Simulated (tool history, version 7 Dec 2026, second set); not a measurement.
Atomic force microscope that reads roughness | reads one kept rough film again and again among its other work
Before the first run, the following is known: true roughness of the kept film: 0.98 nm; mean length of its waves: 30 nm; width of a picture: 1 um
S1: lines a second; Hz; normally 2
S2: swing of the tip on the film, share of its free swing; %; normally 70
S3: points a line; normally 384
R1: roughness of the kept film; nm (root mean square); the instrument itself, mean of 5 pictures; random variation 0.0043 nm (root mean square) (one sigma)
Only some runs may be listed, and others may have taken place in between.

run 1 hour=0 | S1=2 S2=70 S3=384 | R1=0.9
run 2 hour=6.1 | S1=2 S2=70 S3=355 | R1=0.899
run 3 hour=15.9 | S1=2 S2=70 S3=607 | R1=0.898
run 4 hour=24 | S1=2 S2=70 S3=607 | R1=0.902
run 5 hour=34.7 | S1=2 S2=70 S3=607 | R1=0.892
run 6 hour=46.4 | S1=2 S2=70 S3=607 | R1=0.897
-- hour=47.9 new tip fitted
run 7 hour=59.4 | S1=2 S2=70 S3=418 | R1=0.895
run 8 hour=65.5 | S1=1.02 S2=70 S3=418 | R1=0.921
run 9 hour=73.8 | S1=2 S2=59 S3=384 | R1=0.914
run 10 hour=81.6 | S1=2 S2=59 S3=384 | R1=0.921
run 11 hour=91.5 | S1=2 S2=59 S3=384 | R1=0.92
run 12 hour=100.7 | S1=2 S2=59 S3=384 | R1=0.923
run 13 hour=115 | S1=2 S2=59 S3=384 | R1=0.925
run 14 hour=122.3 | S1=1.58 S2=59 S3=617 | R1=0.935
run 15 hour=130.5 | S1=0.96 S2=78 S3=458 | R1=0.914
run 16 hour=139.1 | S1=2.23 S2=56 S3=786 | R1=0.927
-- hour=143.4 new tip fitted
run 17 hour=153.1 | S1=2.23 S2=56 S3=786 | R1=0.928
run 18 hour=160.5 | S1=2.23 S2=56 S3=786 | R1=0.93

5 options for the next run, each taken on its own from the tool as it stands now. Forecast them:
run A hour=173.8 | S1=2.23 S2=77 S3=786 | R1=?
run B hour=173.8 | S1=3.18 S2=56 S3=531 | R1=?
run C hour=173.8 | S1=0.68 S2=82 S3=954 | R1=?
run D hour=173.8 | S1=2 S2=76 S3=564 | R1=?
run E hour=173.8 | S1=2.23 S2=89 S3=336 | R1=?

run=A R1=0.875
run=B R1=0.919
run=C R1=0.924
run=D R1=0.877
run=E R1=0.808
Without the tool's unlogged condition, the same runs would have read:
run=A R1=0.876
run=B R1=0.92
run=C R1=0.925
run=D R1=0.878
run=E R1=0.808

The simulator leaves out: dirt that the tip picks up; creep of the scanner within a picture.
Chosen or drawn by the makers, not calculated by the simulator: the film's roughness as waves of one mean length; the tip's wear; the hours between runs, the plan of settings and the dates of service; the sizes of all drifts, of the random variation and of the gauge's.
